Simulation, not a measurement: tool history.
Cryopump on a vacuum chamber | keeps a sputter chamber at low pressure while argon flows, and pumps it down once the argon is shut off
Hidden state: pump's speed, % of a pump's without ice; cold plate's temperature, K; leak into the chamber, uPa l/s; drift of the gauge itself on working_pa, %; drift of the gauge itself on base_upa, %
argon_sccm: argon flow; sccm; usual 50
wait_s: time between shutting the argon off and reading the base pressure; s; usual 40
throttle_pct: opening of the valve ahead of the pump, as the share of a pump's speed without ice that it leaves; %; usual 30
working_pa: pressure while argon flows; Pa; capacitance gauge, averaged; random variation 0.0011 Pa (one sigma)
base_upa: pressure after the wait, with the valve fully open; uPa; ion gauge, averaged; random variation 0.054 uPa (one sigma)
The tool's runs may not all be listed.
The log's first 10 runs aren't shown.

run,hour,argon_sccm,wait_s,throttle_pct,hours of work since the pump was warmed up and emptied,hours of work since the cold head was overhauled,hours of work since the chamber's fittings were tightened,working_pa,base_upa
11,472.9,50,40,30,128,2102,683,0.2391,4.02
12,500.5,50,40,30,150,2124,706,0.2411,4.02
13,545.0,50,40,30,186,2160,741,0.2443,4.09
14,574.6,50,40,45,210,2183,765,0.1636,4.20
15,615.6,50,40,30,243,2216,798,0.2441,4.31
16,660.7,50,40,30,279,2253,834,0.2455,4.30
17,697.7,49,33,38,309,2282,864,0.1926,5.02
18,748.8,70,77,36,350,2323,905,0.2914,2.77
19,807.0,70,77,36,397,2370,952,0.2934,2.87
20,851.7,48,40,38,432,2406,988,0.1945,4.52
# hour 903.3: pump warmed up, emptied and cooled again
21,903.3,48,66,31,0,2443,1025,0.2214,3.18
22,932.1,32,112,26,23,2466,1048,0.1759,2.39
23,984.2,32,112,26,65,2508,1090,0.1783,2.38
24,1019.8,39,22,16,94,2537,1119,0.3468,6.99
25,1070.0,39,22,16,134,2577,1159,0.3500,6.86
26,1103.0,77,30,30,160,2604,1186,0.3724,5.73
27,1148.9,77,30,30,197,2641,1222,0.3743,5.65
28,1207.4,25,192,18,244,2688,1269,0.2002,2.19
29,1244.3,25,192,18,274,2717,1299,0.2017,2.29
30,1302.8,27,40,36,321,2764,1346,0.1127,4.74
31,1335.6,86,40,31,347,2790,1372,0.4130,4.94
32,1385.2,40,40,29,387,2830,1412,0.2056,4.84

Forecast each of these 4 alternatives for the next run:
A,1411.9,78,74,53,408,2852,1434,?,?
B,1411.9,38,99,19,408,2852,1434,?,?
C,1411.9,64,40,21,408,2852,1434,?,?
D,1411.9,40,40,55,408,2852,1434,?,?

run,working_pa,base_upa
A,0.2304,3.49
B,0.2938,3.04
C,0.4464,4.91
D,0.1131,4.94
Without the tool's hidden state the same runs would have given:
run,working_pa,base_upa
A,0.2087,1.94
B,0.2833,1.49
C,0.4287,3.36
D,0.1020,3.37
